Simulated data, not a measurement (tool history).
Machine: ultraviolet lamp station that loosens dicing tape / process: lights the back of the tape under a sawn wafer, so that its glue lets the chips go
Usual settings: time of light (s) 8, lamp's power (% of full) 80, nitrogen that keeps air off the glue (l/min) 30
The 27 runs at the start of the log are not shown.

run    hour  time of light (s)  lamp's power (% of full)  nitrogen that keeps air off the glue (l/min)  force that peels the tape off (N)  light that reached the tape (mJ/cm²)
 28  1594.9                  6                        97                                            43                               0.45                                   155
 29  1648.9                  5                        65                                            22                              2.034                                    88
 30  1692.9                  5                        95                                            22                               1.24                                   122
 31  1731.2                  5                        95                                            22                              1.252                                   116
 32  1775.1                  5                        95                                            22                               1.34                                   118
 33  1824.6                 13                        87                                            39                              0.147                                   272
 34    1895                 15                        85                                            56                               0.13                                   293
 35    1954                 15                        85                                            56                              0.134                                   293
 36  2025.8                 15                        85                                            56                               0.13                                   280
 37  2094.8                  9                        80                                            58                              0.373                                   154
     2125.7  -- lamp changed
 38  2164.9                  9                        90                                            44                              0.169                                   253
 39  2209.2                 11                        80                                            18                              0.284                                   269
 40  2281.5                  8                        81                                            30                              0.391                                   192
 41  2328.6                  5                        63                                            34                              1.489                                    90
 42  2379.2                  4                        68                                            12                               2.91                                    77
 43  2443.8                 12                        91                                            29                              0.155                                   300

Consider 3 possible next runs. They are alternatives, not a sequence: every one starts from the tool as it was left by run 43. What does each give?
  A  2483.6                  6                        68                                            15                                  ?                                     ?
  B  2483.6                  8                        89                                            38                                  ?                                     ?
  C  2483.6                 12                        91                                            29                                  ?                                     ?

run  force that peels the tape off (N)  light that reached the tape (mJ/cm²)
  A                              1.832                                   111
  B                              0.309                                   196
  C                              0.171                                   296
Without the tool's hidden state the same runs would have given:
run  force that peels the tape off (N)  light that reached the tape (mJ/cm²)
  A                              1.415                                   133
  B                              0.211                                   235
  C                               0.14                                   355

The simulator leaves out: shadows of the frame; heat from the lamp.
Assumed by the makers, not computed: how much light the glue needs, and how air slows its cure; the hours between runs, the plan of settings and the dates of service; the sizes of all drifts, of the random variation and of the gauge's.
